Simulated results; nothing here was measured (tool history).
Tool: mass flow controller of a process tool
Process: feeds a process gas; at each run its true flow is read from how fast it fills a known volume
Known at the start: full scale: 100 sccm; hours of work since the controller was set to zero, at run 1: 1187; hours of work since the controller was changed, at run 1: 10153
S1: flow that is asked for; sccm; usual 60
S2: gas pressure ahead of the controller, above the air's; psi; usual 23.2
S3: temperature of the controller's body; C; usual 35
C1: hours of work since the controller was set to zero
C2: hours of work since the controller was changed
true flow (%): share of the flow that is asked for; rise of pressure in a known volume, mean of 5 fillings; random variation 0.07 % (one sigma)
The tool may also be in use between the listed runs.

run 1 day=0 | S1=60 S2=23.2 S3=35 | C1=1187 C2=10153 | true_flow_(%)=101.97
run 2 day=11.375 | S1=60 S2=23.2 S3=35 | C1=1325 C2=10290 | true_flow_(%)=102.02
run 3 day=33.129 | S1=60 S2=23.2 S3=35 | C1=1588 C2=10554 | true_flow_(%)=101.94
run 4 day=54.617 | S1=60 S2=23.2 S3=33 | C1=1848 C2=10814 | true_flow_(%)=101.88
run 5 day=64.888 | S1=60 S2=23.2 S3=33 | C1=1972 C2=10938 | true_flow_(%)=101.96
run 6 day=78.612 | S1=29 S2=23.2 S3=35 | C1=2138 C2=11104 | true_flow_(%)=100.48
-- day=80.608 controller's zero set anew
run 7 day=100.783 | S1=60 S2=38 S3=21 | C1=244 C2=11372 | true_flow_(%)=100.85
run 8 day=121.054 | S1=14 S2=24.4 S3=21 | C1=490 C2=11618 | true_flow_(%)=96.84
run 9 day=138.542 | S1=14 S2=38.1 S3=29 | C1=701 C2=11829 | true_flow_(%)=96.9
run 10 day=158.133 | S1=60 S2=27.3 S3=35 | C1=938 C2=12066 | true_flow_(%)=101.78
run 11 day=180.538 | S1=60 S2=26.8 S3=20 | C1=1210 C2=12338 | true_flow_(%)=101.33
-- day=185.521 controller's zero set anew, once more
run 12 day=200.158 | S1=60 S2=26.8 S3=20 | C1=177 C2=12575 | true_flow_(%)=102.23

5 ways to go on from here, each from the tool as it stands after run 12. What would each give?
run A day=211.867 | S1=60 S2=28.9 S3=24 | C1=319 C2=12717 | true_flow_(%)=?
run B day=211.867 | S1=93 S2=26.8 S3=38 | C1=319 C2=12717 | true_flow_(%)=?
run C day=211.867 | S1=60 S2=23.2 S3=24 | C1=319 C2=12717 | true_flow_(%)=?
run D day=211.867 | S1=41 S2=23.2 S3=21 | C1=319 C2=12717 | true_flow_(%)=?
run E day=211.867 | S1=37 S2=26.8 S3=20 | C1=319 C2=12717 | true_flow_(%)=?

run=A true_flow_(%)=102.55
run=B true_flow_(%)=104.3
run=C true_flow_(%)=102.42
run=D true_flow_(%)=101.78
run=E true_flow_(%)=101.44
Without the tool's hidden state the same runs would have given:
run=A true_flow_(%)=98.69
run=B true_flow_(%)=100.42
run=C true_flow_(%)=98.57
run=D true_flow_(%)=97.97
run=E true_flow_(%)=97.65
